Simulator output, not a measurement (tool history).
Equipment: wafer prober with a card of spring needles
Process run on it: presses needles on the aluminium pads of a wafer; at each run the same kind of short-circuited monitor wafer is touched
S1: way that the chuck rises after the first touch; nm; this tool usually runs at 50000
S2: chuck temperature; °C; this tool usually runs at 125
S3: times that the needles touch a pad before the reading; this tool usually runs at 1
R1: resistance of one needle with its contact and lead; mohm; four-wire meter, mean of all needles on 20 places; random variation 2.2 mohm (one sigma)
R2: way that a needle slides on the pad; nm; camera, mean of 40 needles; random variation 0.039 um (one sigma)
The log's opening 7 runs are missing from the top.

{"hour": 231.4, "done": "tips cleaned on abrasive film"}
{"run": 8, "hour": 250.2, "S1": 50000, "S2": 125, "S3": 1, "R1": 438, "R2": 13430}
{"hour": 256.1, "done": "tips cleaned on abrasive film"}
{"run": 9, "hour": 277.9, "S1": 50000, "S2": 125, "S3": 1, "R1": 449, "R2": 13400}
{"hour": 281.6, "done": "tips cleaned on abrasive film"}
{"hour": 306.1, "done": "tips cleaned on abrasive film"}
{"run": 10, "hour": 319.3, "S1": 50000, "S2": 125, "S3": 1, "R1": 418, "R2": 13420}
{"hour": 332.1, "done": "tips cleaned on abrasive film"}
{"hour": 358.0, "done": "tips cleaned on abrasive film"}
{"run": 11, "hour": 360.8, "S1": 65000, "S2": 125, "S3": 1, "R1": 275, "R2": 17430}
{"hour": 383.6, "done": "tips cleaned on abrasive film"}
{"run": 12, "hour": 406.0, "S1": 50000, "S2": 125, "S3": 1, "R1": 443, "R2": 13410}
{"hour": 408.2, "done": "tips cleaned on abrasive film"}
{"hour": 434.2, "done": "tips cleaned on abrasive film"}
{"run": 13, "hour": 434.2, "S1": 32000, "S2": 125, "S3": 1, "R1": 303, "R2": 8470}
{"hour": 437.9, "done": "height of the first contact set anew"}
{"hour": 459.7, "done": "tips cleaned on abrasive film"}
{"run": 14, "hour": 475.5, "S1": 32000, "S2": 125, "S3": 1, "R1": 727, "R2": 8190}
{"hour": 483.9, "done": "tips cleaned on abrasive film"}
{"hour": 510.6, "done": "tips cleaned on abrasive film"}
{"run": 15, "hour": 522.4, "S1": 50000, "S2": 101, "S3": 1, "R1": 419, "R2": 13200}
{"hour": 534.9, "done": "tips cleaned on abrasive film"}
{"run": 16, "hour": 557.7, "S1": 50000, "S2": 101, "S3": 1, "R1": 474, "R2": 13080}
{"hour": 562.1, "done": "tips cleaned on abrasive film"}
{"hour": 587.3, "done": "tips cleaned on abrasive film"}
{"run": 17, "hour": 592.4, "S1": 50000, "S2": 101, "S3": 1, "R1": 349, "R2": 13140}
{"hour": 612.7, "done": "tips cleaned on abrasive film"}
{"hour": 638.0, "done": "tips cleaned on abrasive film"}
{"run": 18, "hour": 638.9, "S1": 50000, "S2": 75, "S3": 1, "R1": 280, "R2": 13090}
{"hour": 664.1, "done": "tips cleaned on abrasive film"}
{"run": 19, "hour": 668.6, "S1": 56000, "S2": 84, "S3": 1, "R1": 323, "R2": 14570}
{"hour": 690.2, "done": "tips cleaned on abrasive film"}
{"hour": 708.5, "done": "height of the first contact set anew, once more"}
{"run": 20, "hour": 711.4, "S1": 50000, "S2": 101, "S3": 1, "R1": 446, "R2": 13680}
{"hour": 715.9, "done": "tips cleaned on abrasive film"}
{"hour": 741.0, "done": "tips cleaned on abrasive film"}
{"run": 21, "hour": 751.8, "S1": 50000, "S2": 101, "S3": 1, "R1": 394, "R2": 13610}
{"hour": 765.9, "done": "tips cleaned on abrasive film"}
{"run": 22, "hour": 777.5, "S1": 50000, "S2": 101, "S3": 1, "R1": 417, "R2": 13630}
{"hour": 792.4, "done": "tips cleaned on abrasive film"}
{"hour": 819.5, "done": "tips cleaned on abrasive film"}
{"run": 23, "hour": 824.2, "S1": 41000, "S2": 125, "S3": 1, "R1": 387, "R2": 11110}
{"hour": 844.4, "done": "tips cleaned on abrasive film"}
{"run": 24, "hour": 848.3, "S1": 50000, "S2": 60, "S3": 3, "R1": 263, "R2": 13440}
{"hour": 870.4, "done": "tips cleaned on abrasive film"}
{"run": 25, "hour": 871.6, "S1": 58000, "S2": 60, "S3": 3, "R1": 237, "R2": 15690}
{"hour": 896.1, "done": "tips cleaned on abrasive film"}
{"run": 26, "hour": 913.8, "S1": 31000, "S2": 60, "S3": 3, "R1": 442, "R2": 8330}
{"hour": 922.7, "done": "tips cleaned on abrasive film"}
{"hour": 948.6, "done": "tips cleaned on abrasive film"}
{"run": 27, "hour": 953.4, "S1": 50000, "S2": 75, "S3": 1, "R1": 343, "R2": 13500}
{"hour": 974.8, "done": "tips cleaned on abrasive film"}
{"hour": 1000.4, "done": "tips cleaned on abrasive film"}
{"run": 28, "hour": 1003.9, "S1": 50000, "S2": 75, "S3": 1, "R1": 327, "R2": 13430}
{"hour": 1025.8, "done": "tips cleaned on abrasive film"}
{"run": 29, "hour": 1049.2, "S1": 39000, "S2": 60, "S3": 1, "R1": 630, "R2": 10320}
{"hour": 1053.7, "done": "tips cleaned on abrasive film"}
{"hour": 1079.8, "done": "tips cleaned on abrasive film"}
{"run": 30, "hour": 1088.0, "S1": 39000, "S2": 60, "S3": 1, "R1": 492, "R2": 10350}
{"hour": 1106.6, "done": "tips cleaned on abrasive film"}
{"hour": 1133.6, "done": "tips cleaned on abrasive film"}
{"run": 31, "hour": 1136.9, "S1": 50000, "S2": 90, "S3": 1, "R1": 321, "R2": 13340}

Each row is a separate what-if for the run after 31, all from the same tool condition, not one after another. Results?
{"hour": 1158.2, "done": "tips cleaned on abrasive film"}
{"run": "A", "hour": 1179.7, "S1": 51000, "S2": 26, "S3": 2, "R1": "?", "R2": "?"}
{"hour": 1158.2, "done": "tips cleaned on abrasive film"}
{"run": "B", "hour": 1179.7, "S1": 35000, "S2": 69, "S3": 1, "R1": "?", "R2": "?"}
{"hour": 1158.2, "done": "tips cleaned on abrasive film"}
{"run": "C", "hour": 1179.7, "S1": 50000, "S2": 66, "S3": 1, "R1": "?", "R2": "?"}
{"hour": 1158.2, "done": "tips cleaned on abrasive film"}
{"run": "D", "hour": 1179.7, "S1": 50000, "S2": 27, "S3": 1, "R1": "?", "R2": "?"}

run=A R1=368 R2=13560
run=B R1=725 R2=9250
run=C R1=474 R2=13270
run=D R1=477 R2=13350
Without the tool's unlogged condition, the same runs would have read:
run=A R1=216 R2=13870
run=B R1=241 R2=9560
run=C R1=229 R2=13580
run=D R1=217 R2=13660
